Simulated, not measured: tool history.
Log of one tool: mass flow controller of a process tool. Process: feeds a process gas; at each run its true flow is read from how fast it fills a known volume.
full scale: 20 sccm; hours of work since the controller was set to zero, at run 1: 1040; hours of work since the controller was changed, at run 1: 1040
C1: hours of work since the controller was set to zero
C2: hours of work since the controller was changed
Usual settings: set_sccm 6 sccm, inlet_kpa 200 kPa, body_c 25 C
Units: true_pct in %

run 1 hour=0 | set_sccm=6 inlet_kpa=200 body_c=25 | C1=1040 C2=1040 | true_pct=97.72
run 2 hour=104.9 | set_sccm=6 inlet_kpa=200 body_c=23 | C1=1103 C2=1103 | true_pct=97.39
run 3 hour=230.1 | set_sccm=6 inlet_kpa=200 body_c=23 | C1=1178 C2=1178 | true_pct=97.47
run 4 hour=313.3 | set_sccm=6 inlet_kpa=200 body_c=23 | C1=1227 C2=1227 | true_pct=97.42
run 5 hour=392.8 | set_sccm=6 inlet_kpa=200 body_c=25 | C1=1275 C2=1275 | true_pct=97.62
run 6 hour=484 | set_sccm=6 inlet_kpa=200 body_c=25 | C1=1329 C2=1329 | true_pct=97.54
run 7 hour=542.9 | set_sccm=6 inlet_kpa=200 body_c=25 | C1=1365 C2=1365 | true_pct=97.61
run 8 hour=604.8 | set_sccm=6 inlet_kpa=200 body_c=25 | C1=1402 C2=1402 | true_pct=97.51
run 9 hour=690.2 | set_sccm=6 inlet_kpa=200 body_c=25 | C1=1453 C2=1453 | true_pct=97.48
run 10 hour=788.9 | set_sccm=6 inlet_kpa=200 body_c=25 | C1=1512 C2=1512 | true_pct=97.46
run 11 hour=902.9 | set_sccm=6 inlet_kpa=247 body_c=25 | C1=1580 C2=1580 | true_pct=97.27
run 12 hour=1028.8 | set_sccm=6 inlet_kpa=247 body_c=24 | C1=1655 C2=1655 | true_pct=97.3
run 13 hour=1083.1 | set_sccm=6 inlet_kpa=186 body_c=25 | C1=1687 C2=1687 | true_pct=97.47
run 14 hour=1162.2 | set_sccm=6 inlet_kpa=186 body_c=25 | C1=1735 C2=1735 | true_pct=97.45
run 15 hour=1220.3 | set_sccm=6 inlet_kpa=186 body_c=25 | C1=1769 C2=1769 | true_pct=97.55
run 16 hour=1351.3 | set_sccm=6 inlet_kpa=186 body_c=25 | C1=1847 C2=1847 | true_pct=97.41
run 17 hour=1456.7 | set_sccm=6 inlet_kpa=249 body_c=25 | C1=1910 C2=1910 | true_pct=97.09
run 18 hour=1527.5 | set_sccm=6 inlet_kpa=249 body_c=25 | C1=1953 C2=1953 | true_pct=97.08
run 19 hour=1652.2 | set_sccm=6 inlet_kpa=249 body_c=25 | C1=2027 C2=2027 | true_pct=97.19
run 20 hour=1721.2 | set_sccm=6 inlet_kpa=200 body_c=25 | C1=2068 C2=2068 | true_pct=97.18
run 21 hour=1793.7 | set_sccm=6 inlet_kpa=200 body_c=25 | C1=2112 C2=2112 | true_pct=97.27
run 22 hour=1898.6 | set_sccm=6 inlet_kpa=142 body_c=25 | C1=2174 C2=2174 | true_pct=97.47
run 23 hour=1976.5 | set_sccm=6 inlet_kpa=200 body_c=33 | C1=2221 C2=2221 | true_pct=97.96
run 24 hour=2085.1 | set_sccm=6 inlet_kpa=200 body_c=25 | C1=2286 C2=2286 | true_pct=96.99
run 25 hour=2190 | set_sccm=12 inlet_kpa=230 body_c=21 | C1=2348 C2=2348 | true_pct=97.65
run 26 hour=2251.1 | set_sccm=6 inlet_kpa=200 body_c=32 | C1=2385 C2=2385 | true_pct=97.64
run 27 hour=2315.9 | set_sccm=5 inlet_kpa=191 body_c=35 | C1=2424 C2=2424 | true_pct=97.68
run 28 hour=2399.7 | set_sccm=5 inlet_kpa=191 body_c=35 | C1=2474 C2=2474 | true_pct=97.73
run 29 hour=2514.9 | set_sccm=5 inlet_kpa=191 body_c=35 | C1=2542 C2=2542 | true_pct=97.72
run 30 hour=2568.7 | set_sccm=6 inlet_kpa=176 body_c=21 | C1=2575 C2=2575 | true_pct=96.62
run 31 hour=2652.6 | set_sccm=6 inlet_kpa=143 body_c=25 | C1=2625 C2=2625 | true_pct=97.26
run 32 hour=2724.1 | set_sccm=7 inlet_kpa=187 body_c=22 | C1=2667 C2=2667 | true_pct=96.79
run 33 hour=2853.4 | set_sccm=5 inlet_kpa=200 body_c=25 | C1=2745 C2=2745 | true_pct=96.66
run 34 hour=2947 | set_sccm=6 inlet_kpa=227 body_c=26 | C1=2800 C2=2800 | true_pct=96.93
run 35 hour=3065 | set_sccm=2 inlet_kpa=141 body_c=29 | C1=2871 C2=2871 | true_pct=94.78
run 36 hour=3163.7 | set_sccm=2 inlet_kpa=141 body_c=29 | C1=2930 C2=2930 | true_pct=94.64
run 37 hour=3253.3 | set_sccm=2 inlet_kpa=141 body_c=29 | C1=2983 C2=2983 | true_pct=94.67
run 38 hour=3312.4 | set_sccm=7 inlet_kpa=200 body_c=25 | C1=3019 C2=3019 | true_pct=97.12
run 39 hour=3383 | set_sccm=3 inlet_kpa=275 body_c=37 | C1=3061 C2=3061 | true_pct=96.08
run 40 hour=3449.6 | set_sccm=6 inlet_kpa=200 body_c=21 | C1=3101 C2=3101 | true_pct=96.23
run 41 hour=3577.6 | set_sccm=6 inlet_kpa=155 body_c=23 | C1=3177 C2=3177 | true_pct=96.61
run 42 hour=3654.6 | set_sccm=6 inlet_kpa=155 body_c=23 | C1=3223 C2=3223 | true_pct=96.72
run 43 hour=3724.1 | set_sccm=6 inlet_kpa=155 body_c=23 | C1=3265 C2=3265 | true_pct=96.74
run 44 hour=3811.1 | set_sccm=6 inlet_kpa=256 body_c=21 | C1=3317 C2=3317 | true_pct=95.97
run 45 hour=3937.6 | set_sccm=6 inlet_kpa=256 body_c=21 | C1=3392 C2=3392 | true_pct=95.92

Forecast run 46:
run 46 hour=4018.7 | set_sccm=11 inlet_kpa=269 body_c=37 | C1=3441 C2=3441 | true_pct=?

Run 46 gave true_pct 98.42 %.
Without the tool's hidden state the same run would have given true_pct 100.02 %.
